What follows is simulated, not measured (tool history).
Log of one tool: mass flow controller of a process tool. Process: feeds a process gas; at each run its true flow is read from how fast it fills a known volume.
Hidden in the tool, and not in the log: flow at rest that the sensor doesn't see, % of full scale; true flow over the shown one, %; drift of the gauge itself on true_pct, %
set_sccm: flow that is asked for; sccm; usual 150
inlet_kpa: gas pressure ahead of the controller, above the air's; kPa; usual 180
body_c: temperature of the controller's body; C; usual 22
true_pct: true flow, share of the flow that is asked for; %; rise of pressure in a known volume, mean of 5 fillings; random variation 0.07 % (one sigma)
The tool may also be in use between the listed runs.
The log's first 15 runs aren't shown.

| run | day | set_sccm | inlet_kpa | body_c | hours of work since the controller was set to zero | hours of work since the controller was changed | true_pct |
|---|---|---|---|---|---|---|---|
| 16 | 55.75 | 219 | 180 | 32 | 3029 | 3029 | 99.13 |
|  | 56 | controller's zero set anew |
| 17 | 58.504 | 219 | 180 | 32 | 39 | 3071 | 99.84 |
| 18 | 62.092 | 219 | 180 | 32 | 95 | 3128 | 99.69 |
| 19 | 65.246 | 196 | 148 | 34 | 145 | 3177 | 100.06 |
|  | 67.896 | controller's zero set anew, once more |
| 20 | 67.896 | 83 | 270 | 22 | 0 | 3218 | 97.71 |
| 21 | 71.742 | 433 | 227 | 24 | 60 | 3279 | 98.53 |
| 22 | 76.371 | 433 | 227 | 24 | 133 | 3351 | 98.58 |
| 23 | 78.275 | 150 | 180 | 28 | 163 | 3381 | 98.02 |
| 24 | 82.167 | 203 | 196 | 28 | 224 | 3442 | 98 |
| 25 | 85.696 | 203 | 196 | 28 | 279 | 3497 | 97.95 |
| 26 | 88.804 | 456 | 143 | 28 | 328 | 3546 | 98.65 |
| 27 | 91.038 | 456 | 143 | 28 | 363 | 3581 | 98.74 |
| 28 | 93.479 | 456 | 143 | 28 | 401 | 3619 | 98.76 |
| 29 | 95.983 | 240 | 184 | 33 | 440 | 3659 | 98.1 |
| 30 | 98.696 | 418 | 259 | 21 | 483 | 3701 | 98.48 |

5 ways to go on from here, each from the tool as it stands after run 30. What would each give?
| A | 101.667 | 150 | 266 | 36 | 530 | 3748 | ? |
| B | 101.667 | 150 | 180 | 34 | 530 | 3748 | ? |
| C | 101.667 | 418 | 152 | 20 | 530 | 3748 | ? |
| D | 101.667 | 294 | 207 | 22 | 530 | 3748 | ? |
| E | 101.667 | 51 | 168 | 27 | 530 | 3748 | ? |

| run | true_pct |
|---|---|
| A | 97.62 |
| B | 97.88 |
| C | 98.96 |
| D | 98.41 |
| E | 98.79 |
Without the tool's hidden state the same runs would have given:
| run | true_pct |
|---|---|
| A | 98.63 |
| B | 98.89 |
| C | 100.21 |
| D | 99.61 |
| E | 99.06 |

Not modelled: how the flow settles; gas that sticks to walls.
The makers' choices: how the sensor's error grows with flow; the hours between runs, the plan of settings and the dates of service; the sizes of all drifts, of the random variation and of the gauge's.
